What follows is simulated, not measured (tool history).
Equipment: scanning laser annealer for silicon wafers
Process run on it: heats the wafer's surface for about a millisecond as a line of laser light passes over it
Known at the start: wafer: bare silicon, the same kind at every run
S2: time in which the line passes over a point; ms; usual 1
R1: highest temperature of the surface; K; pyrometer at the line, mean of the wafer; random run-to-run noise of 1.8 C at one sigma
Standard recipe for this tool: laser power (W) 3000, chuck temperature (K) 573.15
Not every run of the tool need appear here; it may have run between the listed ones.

{"run": 1, "day": 0.0, "laser power (W)": 3000, "S2": 1, "chuck temperature (K)": 573.15, "R1": 1316.15}
{"run": 2, "day": 0.579, "laser power (W)": 3000, "S2": 1, "chuck temperature (K)": 573.15, "R1": 1317.15}
{"run": 3, "day": 1.042, "laser power (W)": 3000, "S2": 1, "chuck temperature (K)": 573.15, "R1": 1316.15}
{"run": 4, "day": 1.412, "laser power (W)": 3000, "S2": 1, "chuck temperature (K)": 573.15, "R1": 1316.15}
{"run": 5, "day": 1.829, "laser power (W)": 3272, "S2": 1, "chuck temperature (K)": 573.15, "R1": 1389.15}
{"run": 6, "day": 2.404, "laser power (W)": 3000, "S2": 1, "chuck temperature (K)": 573.15, "R1": 1320.15}
{"run": 7, "day": 2.925, "laser power (W)": 3000, "S2": 1, "chuck temperature (K)": 573.15, "R1": 1316.15}
{"run": 8, "day": 3.55, "laser power (W)": 3000, "S2": 1, "chuck temperature (K)": 575.15, "R1": 1318.15}
{"run": 9, "day": 4.05, "laser power (W)": 3000, "S2": 1, "chuck temperature (K)": 573.15, "R1": 1312.15}
{"run": 10, "day": 4.492, "laser power (W)": 3000, "S2": 1, "chuck temperature (K)": 537.15, "R1": 1279.15}
{"run": 11, "day": 5.012, "laser power (W)": 3000, "S2": 1, "chuck temperature (K)": 573.15, "R1": 1313.15}
{"run": 12, "day": 5.321, "laser power (W)": 3000, "S2": 1, "chuck temperature (K)": 574.15, "R1": 1312.15}
{"run": 13, "day": 5.875, "laser power (W)": 3000, "S2": 1, "chuck temperature (K)": 574.15, "R1": 1316.15}
{"run": 14, "day": 6.392, "laser power (W)": 3000, "S2": 1.03, "chuck temperature (K)": 574.15, "R1": 1324.15}
{"run": 15, "day": 6.821, "laser power (W)": 3000, "S2": 1, "chuck temperature (K)": 573.15, "R1": 1316.15}
{"run": 16, "day": 7.121, "laser power (W)": 3000, "S2": 1, "chuck temperature (K)": 573.15, "R1": 1316.15}
{"run": 17, "day": 7.588, "laser power (W)": 3000, "S2": 0.99, "chuck temperature (K)": 573.15, "R1": 1311.15}
{"run": 18, "day": 8.15, "laser power (W)": 3000, "S2": 0.99, "chuck temperature (K)": 573.15, "R1": 1311.15}
{"run": 19, "day": 8.562, "laser power (W)": 3000, "S2": 0.99, "chuck temperature (K)": 573.15, "R1": 1309.15}
{"run": 20, "day": 8.925, "laser power (W)": 2800, "S2": 0.99, "chuck temperature (K)": 573.15, "R1": 1255.15}
{"run": 21, "day": 9.583, "laser power (W)": 2812, "S2": 1.22, "chuck temperature (K)": 567.15, "R1": 1331.15}
{"run": 22, "day": 10.188, "laser power (W)": 3000, "S2": 1, "chuck temperature (K)": 566.15, "R1": 1304.15}
{"run": 23, "day": 10.725, "laser power (W)": 2615, "S2": 0.81, "chuck temperature (K)": 588.15, "R1": 1163.15}
{"run": 24, "day": 11.212, "laser power (W)": 2967, "S2": 0.71, "chuck temperature (K)": 576.15, "R1": 1193.15}
{"run": 25, "day": 11.546, "laser power (W)": 2967, "S2": 0.71, "chuck temperature (K)": 576.15, "R1": 1193.15}
{"run": 26, "day": 11.883, "laser power (W)": 2822, "S2": 1.22, "chuck temperature (K)": 576.15, "R1": 1338.15}
{"run": 27, "day": 12.317, "laser power (W)": 2822, "S2": 1.22, "chuck temperature (K)": 576.15, "R1": 1340.15}
{"run": 28, "day": 12.938, "laser power (W)": 3000, "S2": 1.23, "chuck temperature (K)": 573.15, "R1": 1391.15}
{"run": 29, "day": 13.396, "laser power (W)": 3000, "S2": 1.23, "chuck temperature (K)": 573.15, "R1": 1389.15}
{"run": 30, "day": 13.717, "laser power (W)": 3000, "S2": 1.12, "chuck temperature (K)": 573.15, "R1": 1356.15}
{"run": 31, "day": 14.375, "laser power (W)": 2831, "S2": 1.12, "chuck temperature (K)": 539.15, "R1": 1271.15}
{"run": 32, "day": 14.808, "laser power (W)": 2831, "S2": 1.12, "chuck temperature (K)": 539.15, "R1": 1273.15}
{"run": 33, "day": 15.35, "laser power (W)": 2906, "S2": 1, "chuck temperature (K)": 599.15, "R1": 1310.15}
{"run": 34, "day": 15.879, "laser power (W)": 2629, "S2": 0.79, "chuck temperature (K)": 599.15, "R1": 1164.15}
{"run": 35, "day": 16.375, "laser power (W)": 2629, "S2": 0.79, "chuck temperature (K)": 599.15, "R1": 1167.15}
{"run": 36, "day": 16.929, "laser power (W)": 2831, "S2": 1, "chuck temperature (K)": 582.15, "R1": 1272.15}
{"run": 37, "day": 17.233, "laser power (W)": 3017, "S2": 1, "chuck temperature (K)": 573.15, "R1": 1309.15}
{"run": 38, "day": 17.858, "laser power (W)": 2921, "S2": 1.09, "chuck temperature (K)": 601.15, "R1": 1344.15}
{"run": 39, "day": 18.233, "laser power (W)": 3182, "S2": 0.94, "chuck temperature (K)": 573.15, "R1": 1330.15}
{"run": 40, "day": 18.804, "laser power (W)": 3182, "S2": 0.94, "chuck temperature (K)": 573.15, "R1": 1327.15}

Branching from run 40: 3 alternative next runs. What would each branch give?
{"run": "A", "day": 19.417, "laser power (W)": 3053, "S2": 1.06, "chuck temperature (K)": 561.15, "R1": "?"}
{"run": "B", "day": 19.417, "laser power (W)": 3113, "S2": 0.94, "chuck temperature (K)": 555.15, "R1": "?"}
{"run": "C", "day": 19.417, "laser power (W)": 3275, "S2": 0.76, "chuck temperature (K)": 592.15, "R1": "?"}

run=A R1=1329.15
run=B R1=1294.15
run=C R1=1291.15
Without the tool's unlogged condition, the same runs would have read:
run=A R1=1365.15
run=B R1=1328.15
run=C R1=1324.15

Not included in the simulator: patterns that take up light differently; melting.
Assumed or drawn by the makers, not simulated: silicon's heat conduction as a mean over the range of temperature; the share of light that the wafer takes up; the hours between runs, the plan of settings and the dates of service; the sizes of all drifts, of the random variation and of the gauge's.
